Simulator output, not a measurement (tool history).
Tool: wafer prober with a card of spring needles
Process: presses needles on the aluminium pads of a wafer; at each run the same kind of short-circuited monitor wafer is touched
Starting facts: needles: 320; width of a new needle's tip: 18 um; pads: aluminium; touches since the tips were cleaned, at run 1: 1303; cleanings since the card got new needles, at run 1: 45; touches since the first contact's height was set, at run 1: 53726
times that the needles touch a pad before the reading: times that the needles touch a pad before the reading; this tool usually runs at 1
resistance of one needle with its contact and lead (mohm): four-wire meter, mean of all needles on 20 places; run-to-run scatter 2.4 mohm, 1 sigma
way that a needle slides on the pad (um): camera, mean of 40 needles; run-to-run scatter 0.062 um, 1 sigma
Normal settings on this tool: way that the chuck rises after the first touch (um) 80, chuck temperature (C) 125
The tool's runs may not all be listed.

run	day	way that the chuck rises after the first touch (um)	chuck temperature (C)	times that the needles touch a pad before the reading	touches since the tips were cleaned	cleanings since the card got new needles	touches since the first contact's height was set	resistance of one needle with its contact and lead (mohm)	way that a needle slides on the pad (um)
1	0	80	125	1	1303	45	53726	278	18.71
# day 0.383: tips cleaned on abrasive film
# day 0.896: tips cleaned on abrasive film
# day 1.408: tips cleaned on abrasive film
# day 1.917: tips cleaned on abrasive film
# day 2.554: tips cleaned on abrasive film
# day 3.067: tips cleaned on abrasive film
# day 3.579: tips cleaned on abrasive film
2	3.779	80	125	1	1377	52	79568	277	18.91
# day 4.162: tips cleaned on abrasive film
# day 4.8: tips cleaned on abrasive film
# day 5.438: tips cleaned on abrasive film
# day 5.95: tips cleaned on abrasive film
# day 6.462: tips cleaned on abrasive film
# day 7.1: tips cleaned on abrasive film
3	7.117	69	125	1	114	58	102400	282	16.22
# day 7.625: tips cleaned on abrasive film
# day 8.138: tips cleaned on abrasive film
# day 8.65: tips cleaned on abrasive film
# day 9.175: tips cleaned on abrasive film
4	9.175	69	125	1	0	62	116478	281	16.17
# day 9.683: tips cleaned on abrasive film
# day 10.079: height of the first contact set anew
# day 10.208: tips cleaned on abrasive film
# day 10.721: tips cleaned on abrasive film
# day 11.358: tips cleaned on abrasive film
# day 11.996: tips cleaned on abrasive film
5	11.996	80	125	1	10	67	13117	277	18.82
# day 12.512: tips cleaned on abrasive film
# day 13.025: tips cleaned on abrasive film
# day 13.533: tips cleaned on abrasive film
# day 14.046: tips cleaned on abrasive film
# day 14.683: tips cleaned on abrasive film
# day 15.196: tips cleaned on abrasive film
# day 15.833: tips cleaned on abrasive film
6	15.846	80	125	1	73	74	39431	273	18.84
# day 16.354: tips cleaned on abrasive film
# day 16.992: tips cleaned on abrasive film
7	17.425	80	125	1	2981	76	50275	272	18.79
# day 17.554: tips cleaned on abrasive film
# day 18.067: tips cleaned on abrasive film
# day 18.579: tips cleaned on abrasive film
# day 19.092: tips cleaned on abrasive film
8	19.117	80	125	3	172	80	61805	277	18.63
# day 19.625: tips cleaned on abrasive film
# day 20.138: tips cleaned on abrasive film
# day 20.65: tips cleaned on abrasive film
# day 21.288: tips cleaned on abrasive film
9	21.621	80	125	3	2312	84	78971	277	18.68
# day 21.879: tips cleaned on abrasive film
# day 22.392: tips cleaned on abrasive film
# day 22.9: tips cleaned on abrasive film
# day 23.412: tips cleaned on abrasive film
# day 24.05: tips cleaned on abrasive film
# day 24.562: tips cleaned on abrasive film
10	25.067	80	125	3	3490	90	102557	277	18.6
# day 25.2: tips cleaned on abrasive film
# day 25.708: tips cleaned on abrasive film
# day 26.221: tips cleaned on abrasive film
# day 26.733: tips cleaned on abrasive film
# day 27.371: tips cleaned on abrasive film
# day 27.883: tips cleaned on abrasive film
# day 28.021: height of the first contact set anew
# day 28.404: tips cleaned on abrasive film
11	28.908	80	125	3	3472	97	6094	278	18.77
# day 29.038: tips cleaned on abrasive film
# day 29.55: tips cleaned on abrasive film
# day 30.188: tips cleaned on abrasive film
# day 30.7: tips cleaned on abrasive film
# day 31.338: tips cleaned on abrasive film
# day 31.85: tips cleaned on abrasive film
12	31.929	80	125	1	550	103	26739	273	18.61
# day 32.442: tips cleaned on abrasive film
# day 33.079: tips cleaned on abrasive film
# day 33.717: tips cleaned on abrasive film
# day 34.225: tips cleaned on abrasive film
13	34.442	76	67	2	1470	107	43935	266	17.63
# day 34.825: tips cleaned on abrasive film
# day 35.338: tips cleaned on abrasive film
# day 35.975: tips cleaned on abrasive film
# day 36.483: tips cleaned on abrasive film
# day 36.996: tips cleaned on abrasive film
# day 37.633: tips cleaned on abrasive film
# day 38.146: tips cleaned on abrasive film
14	38.167	74	115	2	154	114	69427	276	17.2
# day 38.679: tips cleaned on abrasive film
# day 39.192: tips cleaned on abrasive film
# day 39.7: tips cleaned on abrasive film
# day 40.212: tips cleaned on abrasive film
15	40.683	75	32	2	3241	118	86651	250	17.46
# day 40.812: tips cleaned on abrasive film
# day 41.45: tips cleaned on abrasive film
# day 42.088: tips cleaned on abrasive film
# day 42.6: tips cleaned on abrasive film
# day 43.112: tips cleaned on abrasive film
# day 43.75: tips cleaned on abrasive film
16	43.762	75	32	2	87	124	107708	249	17.3
# day 44.271: tips cleaned on abrasive film
# day 44.783: tips cleaned on abrasive film
# day 45.421: tips cleaned on abrasive film
# day 45.942: height of the first contact set anew
# day 46.071: tips cleaned on abrasive film
# day 46.583: tips cleaned on abrasive film
17	46.867	75	64	3	1943	129	6312	265	17.23
# day 47.125: tips cleaned on abrasive film
# day 47.633: tips cleaned on abrasive film
# day 48.146: tips cleaned on abrasive film
# day 48.783: tips cleaned on abrasive film
# day 49.296: tips cleaned on abrasive film
# day 49.804: tips cleaned on abrasive film
# day 50.346: tips cleaned on abrasive film
18	50.346	75	64	1	0	136	30100	259	17.32
# day 50.858: tips cleaned on abrasive film
# day 51.367: tips cleaned on abrasive film
# day 51.879: tips cleaned on abrasive film
# day 52.392: tips cleaned on abrasive film
# day 52.9: tips cleaned on abrasive film
# day 53.412: tips cleaned on abrasive film
19	53.775	75	64	1	2490	142	53560	263	17.3
# day 54.029: tips cleaned on abrasive film
# day 54.542: tips cleaned on abrasive film
# day 55.054: tips cleaned on abrasive film
20	55.338	80	62	1	1954	145	64252	260	18.47
# day 55.596: tips cleaned on abrasive film
# day 56.233: tips cleaned on abrasive film
# day 56.612: gauge calibrated
# day 56.871: tips cleaned on abrasive film
# day 57.383: tips cleaned on abrasive film
# day 57.892: tips cleaned on abrasive film
21	58.25	90	56	3	2454	150	84180	257	21.23
# day 58.508: tips cleaned on abrasive film
# day 59.017: tips cleaned on abrasive film
# day 59.529: tips cleaned on abrasive film
# day 60.042: tips cleaned on abrasive film
# day 60.55: tips cleaned on abrasive film
# day 61.062: tips cleaned on abrasive film
# day 61.7: tips cleaned on abrasive film
22	61.812	92	47	2	778	157	108549	248	21.67
# day 62.325: tips cleaned on abrasive film
# day 62.833: tips cleaned on abrasive film
# day 63.346: tips cleaned on abrasive film
# day 63.858: tips cleaned on abrasive film
# day 63.871: height of the first contact set anew
# day 64.383: tips cleaned on abrasive film
# day 64.892: tips cleaned on abrasive film
# day 65.446: tips cleaned on abrasive film
23	65.446	65	74	1	0	164	10767	269	15.26
# day 65.954: tips cleaned on abrasive film
# day 66.467: tips cleaned on abrasive film
# day 66.979: tips cleaned on abrasive film
24	67.108	65	53	1	911	167	22163	261	15.23

Predict each of these 4 candidate next runs independently; none follows another, all start after run 24:
# day 67.496: tips cleaned on abrasive film
# day 68.133: tips cleaned on abrasive film
# day 68.646: tips cleaned on abrasive film
# day 69.283: tips cleaned on abrasive film
A	69.738	85	32	1	3128	171	40157	?	?
# day 67.496: tips cleaned on abrasive film
# day 68.133: tips cleaned on abrasive film
# day 68.646: tips cleaned on abrasive film
# day 69.283: tips cleaned on abrasive film
B	69.738	75	53	1	3128	171	40157	?	?
# day 67.496: tips cleaned on abrasive film
# day 68.133: tips cleaned on abrasive film
# day 68.646: tips cleaned on abrasive film
# day 69.283: tips cleaned on abrasive film
C	69.738	70	38	2	3128	171	40157	?	?
# day 67.496: tips cleaned on abrasive film
# day 68.133: tips cleaned on abrasive film
# day 68.646: tips cleaned on abrasive film
# day 69.283: tips cleaned on abrasive film
D	69.738	67	59	1	3128	171	40157	?	?

run	resistance of one needle with its contact and lead (mohm)	way that a needle slides on the pad (um)
A	247	19.97
B	265	17.48
C	259	16.39
D	263	15.75
Take away the tool's hidden state, keep each run's random variation, and the runs would have read:
run	resistance of one needle with its contact and lead (mohm)	way that a needle slides on the pad (um)
A	246	20.1
B	263	17.59
C	258	16.5
D	262	15.85
